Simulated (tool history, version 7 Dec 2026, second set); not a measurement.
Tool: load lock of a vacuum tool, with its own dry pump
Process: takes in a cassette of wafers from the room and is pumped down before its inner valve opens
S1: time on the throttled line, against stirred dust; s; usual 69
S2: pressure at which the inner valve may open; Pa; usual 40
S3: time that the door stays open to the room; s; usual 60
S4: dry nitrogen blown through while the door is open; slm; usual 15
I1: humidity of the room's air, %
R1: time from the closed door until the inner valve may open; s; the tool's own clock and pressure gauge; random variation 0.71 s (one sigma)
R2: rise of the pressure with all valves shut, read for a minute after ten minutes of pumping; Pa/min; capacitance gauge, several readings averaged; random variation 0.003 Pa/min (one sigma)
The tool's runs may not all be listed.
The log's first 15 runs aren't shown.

run,hour,S1,S2,S3,S4,I1,R1,R2
16,3251.9,70,40,105,15,46.5,111.3,0.720
17,3492.0,69,40,75,15,42.7,109.3,0.706
# hour 3647.6: door's seal changed, seat wiped
18,3770.1,69,40,75,15,44.7,110.2,0.056
19,4006.3,69,40,60,14,41.9,111.0,0.045
20,4201.9,69,40,60,14,42.9,110.5,0.047
21,4386.4,35,33,37,30,47.3,86.8,0.035
22,4577.0,72,45,60,15,45.1,112.9,0.054
23,4830.4,110,33,60,15,46.4,144.8,0.061
24,5128.1,41,33,205,15,46.0,91.7,0.121
25,5306.3,41,33,240,15,47.3,91.7,0.133
26,5563.4,41,33,240,15,44.8,92.3,0.135
27,5852.0,41,33,240,15,41.9,92.2,0.131
28,6069.4,42,60,109,15,43.4,88.4,0.099
29,6361.9,83,48,73,16,42.0,120.3,0.096
30,6576.1,69,64,118,15,42.8,108.0,0.118
31,6735.1,69,67,45,6,49.9,108.6,0.104
32,6965.9,69,46,45,15,48.8,111.3,0.102

Forecast run 33:
33,7116.5,69,46,45,15,43.4,?,?

{"run 33": {"R1": 111.6, "R2": 0.102}}
Without the tool's hidden state the same run would have given R1 106.5 s, R2 0.033 Pa/min.

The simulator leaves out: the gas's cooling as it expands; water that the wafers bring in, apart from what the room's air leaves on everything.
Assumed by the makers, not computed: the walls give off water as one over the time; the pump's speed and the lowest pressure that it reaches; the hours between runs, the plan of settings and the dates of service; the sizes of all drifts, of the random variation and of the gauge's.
